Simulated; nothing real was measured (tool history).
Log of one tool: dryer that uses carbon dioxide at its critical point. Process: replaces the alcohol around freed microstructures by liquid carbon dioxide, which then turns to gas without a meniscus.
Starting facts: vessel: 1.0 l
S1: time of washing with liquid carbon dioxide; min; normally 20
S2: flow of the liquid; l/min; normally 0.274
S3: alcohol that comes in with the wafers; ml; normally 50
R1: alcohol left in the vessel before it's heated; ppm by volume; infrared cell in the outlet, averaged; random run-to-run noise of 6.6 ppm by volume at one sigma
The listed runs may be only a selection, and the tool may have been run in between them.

Run 1, hour 0.0: usual settings. Result: R1 292 ppm by volume.
Run 2, hour 23.5: usual settings. Result: R1 300 ppm by volume.
Run 3, hour 46.7: usual settings but S1 14 min. Result: R1 1381 ppm by volume.
Run 4, hour 71.9: usual settings but S2 0.182 l/min. Result: R1 1662 ppm by volume.
Run 5, hour 87.0: usual settings but S1 14 min. Result: R1 1372 ppm by volume.
Run 6, hour 109.4: usual settings but S1 14 min. Result: R1 1373 ppm by volume.
Run 7, hour 140.0: usual settings but S1 14 min, S3 41 ml. Result: R1 1127 ppm by volume.
Run 8, hour 172.9: usual settings but S3 20 ml. Result: R1 132 ppm by volume.
Run 9, hour 206.5: usual settings but S3 84 ml. Result: R1 536 ppm by volume.
Run 10, hour 237.2: usual settings but S3 28 ml. Result: R1 187 ppm by volume.
Run 11, hour 252.4: usual settings but S3 28 ml. Result: R1 191 ppm by volume.
Run 12, hour 279.9: usual settings but S3 55 ml. Result: R1 379 ppm by volume.
Run 13, hour 303.5: usual settings. Result: R1 332 ppm by volume.
Run 14, hour 337.3: usual settings. Result: R1 337 ppm by volume.
Run 15, hour 358.4: usual settings. Result: R1 335 ppm by volume.
Run 16, hour 380.0: usual settings. Result: R1 348 ppm by volume.
Run 17, hour 404.3: usual settings but S3 24 ml. Result: R1 172 ppm by volume.
Run 18, hour 436.7: usual settings but S3 24 ml. Result: R1 182 ppm by volume.
Run 19, hour 451.2: usual settings but S3 24 ml. Result: R1 185 ppm by volume.
Run 20, hour 468.4: usual settings but S2 0.261 l/min. Result: R1 443 ppm by volume.
Run 21, hour 496.0: usual settings but S2 0.261 l/min. Result: R1 455 ppm by volume.
Run 22, hour 516.5: usual settings. Result: R1 367 ppm by volume.
Run 23, hour 545.7: usual settings. Result: R1 358 ppm by volume.
Run 24, hour 566.1: usual settings. Result: R1 380 ppm by volume.
Run 25, hour 596.3: usual settings. Result: R1 383 ppm by volume.
Run 26, hour 616.4: usual settings but S3 36 ml. Result: R1 263 ppm by volume.
Run 27, hour 646.6: usual settings but S1 16 min, S2 0.315 l/min, S3 43 ml. Result: R1 483 ppm by volume.
Run 28, hour 668.2: usual settings but S1 27 min, S2 0.357 l/min, S3 43 ml. Result: R1 35 ppm by volume.
Run 29, hour 688.0: usual settings but S1 18 min, S2 0.329 l/min, S3 43 ml. Result: R1 232 ppm by volume.

What does the tool deliver on the next run?
Run 30, hour 703.8: usual settings but S1 17 min, S2 0.329 l/min, S3 38 ml. Result: R1 ?.

{"run 30": {"R1": 276}}
With the hidden condition absent and the run-to-run variation left alone, this run would have shown R1 200 ppm by volume.

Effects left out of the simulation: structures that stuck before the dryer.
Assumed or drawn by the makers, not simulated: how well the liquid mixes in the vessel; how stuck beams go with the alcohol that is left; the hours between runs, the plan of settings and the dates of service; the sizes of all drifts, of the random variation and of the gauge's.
